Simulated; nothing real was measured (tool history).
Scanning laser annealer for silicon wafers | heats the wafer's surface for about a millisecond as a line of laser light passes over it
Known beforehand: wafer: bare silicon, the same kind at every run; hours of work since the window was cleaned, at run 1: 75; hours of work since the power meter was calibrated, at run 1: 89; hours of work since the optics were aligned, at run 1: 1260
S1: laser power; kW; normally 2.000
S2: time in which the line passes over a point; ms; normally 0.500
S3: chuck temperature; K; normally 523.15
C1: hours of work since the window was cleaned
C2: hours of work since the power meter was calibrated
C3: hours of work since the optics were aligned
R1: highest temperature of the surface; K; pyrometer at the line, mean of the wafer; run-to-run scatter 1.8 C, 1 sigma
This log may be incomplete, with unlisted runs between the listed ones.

run     day     S1     S2      S3   C1   C2    C3       R1
  1   0.000  2.000  0.500  523.15   75   89  1260  1346.15
  2   0.658  2.000  0.500  523.15   85  100  1271  1346.15
  3   1.067  2.000  0.581  523.15   91  106  1277  1403.15
  4   1.688  2.000  0.581  523.15  101  116  1287  1402.15
  5   2.329  2.000  0.581  523.15  111  126  1297  1402.15
  6   3.104  2.000  0.500  523.15  123  138  1309  1344.15
  7   3.892  1.987  0.500  523.15  135  150  1321  1339.15
  8   4.425  1.987  0.500  523.15  144  158  1329  1340.15
  9   5.133  2.000  0.500  523.15  155  170  1341  1347.15
 10   5.612  2.000  0.500  523.15  162  177  1348  1346.15
 11   6.179  2.000  0.500  502.15  171  186  1357  1325.15
 12   7.033  2.000  0.500  502.15  184  199  1370  1329.15
 13   7.433  2.000  0.500  502.15  191  206  1377  1329.15
 14   8.208  2.000  0.500  502.15  203  218  1389  1326.15
 15   8.717  2.000  0.557  523.15  211  226  1397  1390.15
 16   9.292  2.158  0.400  551.15  220  235  1406  1354.15
 17   9.804  2.000  0.496  522.15  228  243  1414  1340.15
 18  10.567  1.851  0.602  523.15  240  254  1425  1356.15
 19  11.021  2.059  0.602  523.15  247  262  1433  1443.15
 20  11.567  2.059  0.602  523.15  255  270  1441  1442.15
 21  12.117  2.059  0.602  523.15  264  279  1450  1442.15

Run 22, settings as shown, results not yet in. Your forecast:
 22  12.921  2.144  0.602  522.15  276  291  1462   ?

R1: 1476.15 K
Minus the tool's unlogged condition, the same run would have read R1 1477.15 K.
